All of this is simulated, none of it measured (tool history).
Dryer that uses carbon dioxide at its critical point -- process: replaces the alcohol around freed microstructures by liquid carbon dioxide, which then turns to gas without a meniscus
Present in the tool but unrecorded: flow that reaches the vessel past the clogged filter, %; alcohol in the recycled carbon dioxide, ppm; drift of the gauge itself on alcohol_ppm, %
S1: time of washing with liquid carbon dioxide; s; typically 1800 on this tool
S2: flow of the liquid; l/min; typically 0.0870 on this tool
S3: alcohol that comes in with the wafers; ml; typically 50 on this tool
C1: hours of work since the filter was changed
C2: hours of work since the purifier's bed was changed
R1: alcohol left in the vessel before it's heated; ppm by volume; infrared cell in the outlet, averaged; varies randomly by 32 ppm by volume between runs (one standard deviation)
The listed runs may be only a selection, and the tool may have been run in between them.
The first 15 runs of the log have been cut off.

run,hour,S1,S2,S3,C1,C2,R1
16,400.6,1620,0.0870,50,166,478,4320
17,425.5,1920,0.0870,50,176,488,2524
# hour 429.4: inlet filter changed
18,462.3,1920,0.0870,50,13,501,1768
19,478.8,1920,0.0870,50,19,508,1736
20,504.2,2760,0.0870,50,29,518,364
21,521.8,1800,0.0870,50,35,524,2315
22,543.6,1800,0.0870,50,44,533,2402
23,573.2,1800,0.0870,50,55,544,2457
24,590.6,1800,0.0870,50,62,551,2514
25,614.1,1800,0.1297,30,71,560,278
26,642.0,1800,0.0870,71,81,570,3636
27,666.4,1800,0.0870,71,91,580,3710
28,691.0,1800,0.0870,71,100,589,3748
29,716.7,1800,0.0870,71,110,599,3820
30,753.4,2400,0.0870,40,124,613,719
31,782.0,2400,0.0581,65,135,624,6034
32,817.6,2400,0.0581,65,149,638,6008
33,840.4,1980,0.0574,32,157,646,5451
34,859.9,1980,0.0574,32,165,654,5464
# hour 891.0: inlet filter changed
35,894.1,1740,0.0995,42,1,667,1201
36,924.9,1140,0.0929,78,13,678,11795

Expected results for the next run?
37,943.7,1080,0.0594,78,20,686,?

R1: 33634 ppm by volume
Take away the tool's hidden state, keep the run-to-run variation as it was, and the same run would have given R1 32942 ppm by volume.

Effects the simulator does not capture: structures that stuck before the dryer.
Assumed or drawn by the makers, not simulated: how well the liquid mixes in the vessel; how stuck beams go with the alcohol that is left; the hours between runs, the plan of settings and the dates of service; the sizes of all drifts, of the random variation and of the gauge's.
